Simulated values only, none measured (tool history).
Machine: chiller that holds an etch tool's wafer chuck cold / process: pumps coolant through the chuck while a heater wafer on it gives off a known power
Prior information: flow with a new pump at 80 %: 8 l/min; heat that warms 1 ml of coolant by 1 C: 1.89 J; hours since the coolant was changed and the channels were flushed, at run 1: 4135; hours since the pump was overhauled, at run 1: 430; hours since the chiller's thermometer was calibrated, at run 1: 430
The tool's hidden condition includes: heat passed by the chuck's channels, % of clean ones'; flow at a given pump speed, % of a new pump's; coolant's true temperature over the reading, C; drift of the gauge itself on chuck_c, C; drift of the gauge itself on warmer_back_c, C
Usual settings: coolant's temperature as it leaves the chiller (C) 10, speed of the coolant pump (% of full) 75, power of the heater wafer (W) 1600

| run | hour | coolant's temperature as it leaves the chiller (C) | speed of the coolant pump (% of full) | power of the heater wafer (W) | hours since the coolant was changed and the channels were flushed | hours since the pump was overhauled | hours since the chiller's thermometer was calibrated | chuck's temperature once it has settled (K) | how much warmer the coolant comes back (C) |
|---|---|---|---|---|---|---|---|---|---|
| 1 | 0 | 10 | 75 | 1600 | 4135 | 430 | 430 | 304.95 | 6.76 |
| 2 | 13 | 10 | 75 | 1600 | 4148 | 443 | 443 | 304.75 | 6.76 |
| 3 | 37.7 | 10 | 75 | 1600 | 4173 | 468 | 468 | 304.65 | 6.79 |
| 4 | 65.3 | 10 | 75 | 1600 | 4201 | 495 | 495 | 304.75 | 6.85 |
| 5 | 93.3 | 10 | 75 | 1600 | 4229 | 523 | 523 | 304.95 | 6.74 |
| 6 | 112.9 | 6 | 75 | 1600 | 4248 | 543 | 543 | 300.85 | 6.76 |
| 7 | 133.8 | 6 | 75 | 1600 | 4269 | 564 | 564 | 300.75 | 6.83 |
| 8 | 160.9 | 6 | 75 | 1600 | 4296 | 591 | 591 | 300.95 | 6.81 |
| 9 | 185.4 | 6 | 75 | 1023 | 4321 | 616 | 616 | 292.95 | 4.37 |
| 10 | 212.7 | 10 | 75 | 1600 | 4348 | 643 | 643 | 304.85 | 6.81 |
| 11 | 238 | 10 | 75 | 1600 | 4373 | 668 | 668 | 304.85 | 6.8 |
| 12 | 252.8 | 10 | 75 | 1600 | 4388 | 683 | 683 | 304.75 | 6.85 |
| 13 | 269 | 10 | 75 | 1600 | 4404 | 699 | 699 | 304.95 | 6.81 |
| 14 | 281.2 | 10 | 65 | 1600 | 4416 | 711 | 711 | 308.15 | 8.01 |
| 15 | 305.7 | 10 | 75 | 1600 | 4441 | 736 | 736 | 304.95 | 6.82 |
| 16 | 335.6 | 10 | 75 | 1600 | 4471 | 766 | 766 | 304.85 | 6.84 |
| 17 | 359.7 | 14 | 99 | 1362 | 4495 | 790 | 790 | 301.45 | 4.26 |
|  | 363.1 | chiller's thermometer calibrated |
| 18 | 386.8 | 15 | 74 | 2250 | 4521 | 816 | 24 | 319.45 | 9.74 |
| 19 | 399.6 | 15 | 74 | 2250 | 4534 | 829 | 37 | 319.35 | 9.79 |
| 20 | 423.4 | 2 | 83 | 1600 | 4558 | 853 | 60 | 295.05 | 6.07 |
| 21 | 443.7 | 2 | 83 | 1600 | 4578 | 873 | 81 | 294.95 | 6.16 |
| 22 | 464 | 3 | 96 | 1933 | 4598 | 893 | 101 | 297.05 | 6.34 |
| 23 | 488 | 19 | 61 | 1098 | 4622 | 917 | 125 | 310.45 | 5.95 |
|  | 494.2 | chiller's thermometer calibrated, once more |
| 24 | 515.7 | 19 | 61 | 1098 | 4649 | 944 | 21 | 310.65 | 5.92 |
| 25 | 528.2 | 19 | 61 | 1098 | 4662 | 956 | 34 | 310.45 | 5.88 |
| 26 | 554.1 | 7 | 65 | 1098 | 4687 | 982 | 60 | 297.55 | 5.45 |
| 27 | 567.1 | 8 | 63 | 1291 | 4700 | 995 | 73 | 302.15 | 6.7 |
| 28 | 587.4 | 10 | 75 | 1748 | 4721 | 1016 | 93 | 307.35 | 7.51 |
| 29 | 601.9 | 10 | 75 | 1748 | 4735 | 1030 | 108 | 307.15 | 7.45 |
| 30 | 623 | 16 | 75 | 1600 | 4756 | 1051 | 129 | 311.15 | 6.89 |
| 31 | 645.9 | 10 | 82 | 1556 | 4779 | 1074 | 152 | 303.05 | 6.04 |

What differs in the tool's unlogged condition from the final listed run ahead of each entry between runs to the first listed run following it?
Logged between run 17 and run 18: chiller's thermometer calibrated (hour 363.1)
  heat passed by the chuck's channels, % of clean ones': 92.1 -> 92; coolant's true temperature over the reading, C: -0.1 -> -0.11
  measured result minus the result with no hidden state, chuck's temperature once it has settled (K): +0.9 -> +2; how much warmer the coolant comes back (C): +0.01 -> +0.04
Logged between run 23 and run 24: chiller's thermometer calibrated, once more (hour 494.2)
  flow at a given pump speed, % of a new pump's: 99.4 -> 99.3; coolant's true temperature over the reading, C: -0.11 -> 0.06
  measured result minus the result with no hidden state, chuck's temperature once it has settled (K): +1.2 -> +1.4; how much warmer the coolant comes back (C): +0.04 -> +0.04
